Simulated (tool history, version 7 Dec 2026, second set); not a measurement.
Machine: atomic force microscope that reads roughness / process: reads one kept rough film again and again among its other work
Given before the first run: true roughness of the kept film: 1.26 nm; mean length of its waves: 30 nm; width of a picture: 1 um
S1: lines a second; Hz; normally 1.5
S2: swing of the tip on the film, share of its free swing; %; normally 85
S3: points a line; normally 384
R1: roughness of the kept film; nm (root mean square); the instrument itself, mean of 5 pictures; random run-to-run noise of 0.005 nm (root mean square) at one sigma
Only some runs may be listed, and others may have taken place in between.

run,hour,S1,S2,S3,R1
1,0,1.5,85,384,1.078
2,11.5,1.5,85,384,1.063
3,31.4,1.5,85,384,1.057
4,49,1.5,85,384,1.055
5,75.1,1.5,85,384,1.048
6,100.8,1.5,85,384,1.045
7,126,1.5,85,384,1.043
8,147.1,1.5,63,384,1.116
9,164.2,3.4,63,384,1.058
10,190,3.4,63,384,1.053
11,207.2,3.4,63,384,1.047
12,226.2,3.4,63,384,1.035
13,247.5,3.4,63,384,1.035
14,271.3,3.4,63,384,1.03
15,284.4,3.4,63,384,1.023
16,302.7,1.76,85,384,0.967
17,326.5,1.76,85,384,1.062
18,350.5,2.33,81,967,1.048
19,374.4,1.07,85,946,1.114
20,386.1,2.09,85,583,1.026
21,402.5,1.5,57,654,1.171
22,414.7,1.5,57,654,1.154
23,427.1,2.46,83,263,0.991
24,438.9,2.81,61,914,1.123
25,452.2,3.35,79,936,0.951
26,478.5,3.35,79,936,0.959
27,490.4,1.21,56,526,1.127
28,506.6,1.19,56,277,1.114

Removed from this log: 3 entries logged between the listed runs. Between which two listed runs does each belong, and how does the tool's hidden state at the listed run before it compare with that at the listed run after it?
In the gap between runs 16 and 17: new tip fitted (hour 325.4)
  radius of the tip, nm: 24.4 -> 7.2; height scale over the true one, %: 0.89 -> 0.91
  measured result minus the result with no hidden state, R1: -0.08 -> +0.008 nm (root mean square)
In the gap between runs 18 and 19: height scale calibrated on a step standard (hour 353.2)
  radius of the tip, nm: 8.6 -> 9.8; height scale over the true one, %: 0.92 -> 1.54
  measured result minus the result with no hidden state, R1: +0 -> +0.001 nm (root mean square)
In the gap between runs 24 and 25: height scale calibrated on a step standard, once more (hour 446.1)
  radius of the tip, nm: 13.4 -> 14; height scale over the true one, %: 1.58 -> -0.03
  measured result minus the result with no hidden state, R1: -0.02 -> -0.036 nm (root mean square)
